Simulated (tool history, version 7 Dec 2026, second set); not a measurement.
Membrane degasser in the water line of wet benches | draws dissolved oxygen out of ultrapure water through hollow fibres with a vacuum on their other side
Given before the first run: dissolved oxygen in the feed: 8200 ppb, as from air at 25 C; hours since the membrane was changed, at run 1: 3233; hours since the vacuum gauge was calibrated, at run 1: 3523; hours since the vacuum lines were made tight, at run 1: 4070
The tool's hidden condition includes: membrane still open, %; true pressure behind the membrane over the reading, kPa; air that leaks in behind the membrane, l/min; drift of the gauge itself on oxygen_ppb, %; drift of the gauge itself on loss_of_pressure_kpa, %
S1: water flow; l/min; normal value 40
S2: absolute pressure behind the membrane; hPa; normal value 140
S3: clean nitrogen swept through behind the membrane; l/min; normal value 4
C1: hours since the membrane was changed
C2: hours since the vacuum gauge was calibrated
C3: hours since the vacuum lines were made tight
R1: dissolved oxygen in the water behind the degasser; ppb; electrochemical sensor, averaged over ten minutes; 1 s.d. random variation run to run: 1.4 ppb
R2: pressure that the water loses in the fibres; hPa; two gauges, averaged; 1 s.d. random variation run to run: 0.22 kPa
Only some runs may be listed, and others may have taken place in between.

run    hour  S1   S2    S3    C1    C2    C3     R1     R2
  1       0  40  140     4  3233  3523  4070  330.4    671
  2   147.7  40  140     4  3381  3671  4218  330.1  670.4
  3   322.3  40  140     4  3555  3845  4393  329.1  669.5
  4   443.3  40  140     4  3676  3966  4514  328.8  671.8
  5   593.5  40  140     4  3827  4116  4664  329.6  671.9
  6   690.7  40  140     4  3924  4214  4761  327.7    671
  7   878.4  40  140     4  4112  4401  4949  329.3  669.9
  8   997.6  40  140     4  4231  4521  5068  329.5  670.3
     1043.7  -- vacuum gauge calibrated
  9  1197.2  40  140     4  4430   154  5267  327.5  671.1
 10  1391.1  40  140     4  4624   347  5461  330.4  667.5
 11  1520.5  40  140     4  4753   477  5590  330.1  668.8
 12  1662.3  40  140     4  4895   619  5732  330.6  674.1
 13  1818.2  40  140     4  5051   774  5888  328.2    671
 14  1920.7  40  130     4  5153   877  5990  307.9  669.4
 15  2059.6  40  161  8.89  5292  1016  6129  223.9  668.6

For run 16, what comes out?
 16  2231.5  40  273  7.37  5464  1188  6301   ?   ?

R1: 386.7 ppb
R2: 671.1 hPa
Take away the tool's hidden state, keep the run-to-run variation as it was, and the same run would have given R1 386.6 ppb, R2 671 hPa.

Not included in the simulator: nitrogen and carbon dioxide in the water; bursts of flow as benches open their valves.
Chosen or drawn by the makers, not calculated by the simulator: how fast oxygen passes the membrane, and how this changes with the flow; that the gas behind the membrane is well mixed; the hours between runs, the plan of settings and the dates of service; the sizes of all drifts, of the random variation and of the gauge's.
